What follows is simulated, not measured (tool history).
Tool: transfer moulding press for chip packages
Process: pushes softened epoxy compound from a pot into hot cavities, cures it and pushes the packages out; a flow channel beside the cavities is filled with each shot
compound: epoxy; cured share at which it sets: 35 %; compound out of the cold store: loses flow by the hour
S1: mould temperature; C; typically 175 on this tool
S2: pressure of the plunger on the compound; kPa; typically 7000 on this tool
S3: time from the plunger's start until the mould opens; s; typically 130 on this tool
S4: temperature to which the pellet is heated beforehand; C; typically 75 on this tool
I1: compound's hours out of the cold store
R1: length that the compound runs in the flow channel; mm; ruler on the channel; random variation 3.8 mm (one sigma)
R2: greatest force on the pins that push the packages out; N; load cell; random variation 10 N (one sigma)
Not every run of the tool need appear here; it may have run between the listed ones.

run,hour,S1,S2,S3,S4,I1,R1,R2
1,0.0,175,7000,130,75,30.4,762,678
# hour 33.2: cavities cleaned with cleaning compound and waxed
2,33.2,175,7000,130,75,19.1,798,462
3,63.6,175,7000,168,75,10.6,812,547
# hour 101.4: cavities cleaned with cleaning compound and waxed
4,114.5,175,7000,168,75,37.6,734,463
5,162.5,175,7000,168,75,12.2,801,681
# hour 170.0: cavities cleaned with cleaning compound and waxed
6,217.6,175,7000,168,75,20.4,773,621
# hour 239.8: cavities cleaned with cleaning compound and waxed
7,250.9,175,7000,168,75,20.2,773,454
# hour 264.1: plunger's sealing rings changed
8,305.1,175,7000,168,75,24.2,786,643
# hour 311.8: mould's thermocouples calibrated
# hour 313.3: cavities cleaned with cleaning compound and waxed
9,334.5,175,7000,168,75,34.7,755,513
# hour 382.7: cavities cleaned with cleaning compound and waxed
10,387.9,175,5720,130,78,9.6,744,471
11,439.1,175,5720,130,78,12.7,729,771
# hour 453.0: cavities cleaned with cleaning compound and waxed
12,466.4,175,8390,127,78,27.1,841,537
13,489.4,175,8390,127,78,24.7,845,678
14,518.3,175,8390,127,78,18.0,857,822
# hour 524.5: cavities cleaned with cleaning compound and waxed
15,562.7,175,5800,130,72,16.8,717,701
# hour 592.9: cavities cleaned with cleaning compound and waxed
16,609.9,175,5800,130,72,28.2,686,587
17,637.4,175,5800,130,72,10.9,727,728

Forecast each of these 5 alternatives for the next run:
# hour 660.9: cavities cleaned with cleaning compound and waxed
A,677.7,171,5800,155,71,31.3,?,?
# hour 660.9: cavities cleaned with cleaning compound and waxed
B,677.7,181,5800,122,76,31.2,?,?
# hour 660.9: cavities cleaned with cleaning compound and waxed
C,677.7,175,5900,169,71,30.4,?,?
# hour 660.9: cavities cleaned with cleaning compound and waxed
D,677.7,175,7000,131,75,23.2,?,?
# hour 660.9: cavities cleaned with cleaning compound and waxed
E,677.7,181,6840,130,73,18.7,?,?

run,R1,R2
A,690,537
B,654,470
C,686,480
D,761,555
E,746,477
Stripped of hidden state, with their random variation kept, the same runs would have yielded:
run,R1,R2
A,723,431
B,685,374
C,720,382
D,798,446
E,782,380
